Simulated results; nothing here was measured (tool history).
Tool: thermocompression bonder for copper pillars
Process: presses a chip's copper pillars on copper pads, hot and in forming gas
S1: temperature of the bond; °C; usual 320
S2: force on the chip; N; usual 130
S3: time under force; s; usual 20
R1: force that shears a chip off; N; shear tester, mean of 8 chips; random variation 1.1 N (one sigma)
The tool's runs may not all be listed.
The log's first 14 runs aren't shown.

run   hour   S1   S2  S3     R1
      90.2  -- forming gas filter changed
 15   92.1  346  130  20  111.1
 16   98.7  320  180  20  113.1
 17  108.0  320  180  20  114.9
 18  117.2  320  180  56  131.4
 19  121.6  320  180  56  130.7
 20  130.6  309  122  21   82.7
 21  140.0  331  122  21   95.6
 22  149.2  317  100  21   73.4
 23  154.8  293   85  17   46.7
 24  159.6  293  165  19   82.6
 25  164.0  332  102  18   79.8
 26  171.4  332  102  18   79.2
 27  178.9  306  103  20   65.8
 28  187.3  308  104  47   90.2
 29  191.9  292  118  47   84.1
 30  198.3  312  112  12   61.8
 31  205.6  339  134  26  105.3

Forecast each of these 4 alternatives for the next run:
  A  213.9  310  134  26   ?
  B  213.9  339  118  26   ?
  C  213.9  339  104  22   ?
  D  213.9  302  147  46   ?

run     R1
  A   89.7
  B   98.6
  C   87.8
  D  103.4
Without the tool's hidden state the same runs would have given:
run     R1
  A  101.9
  B  111.1
  C   99.7
  D  116.5
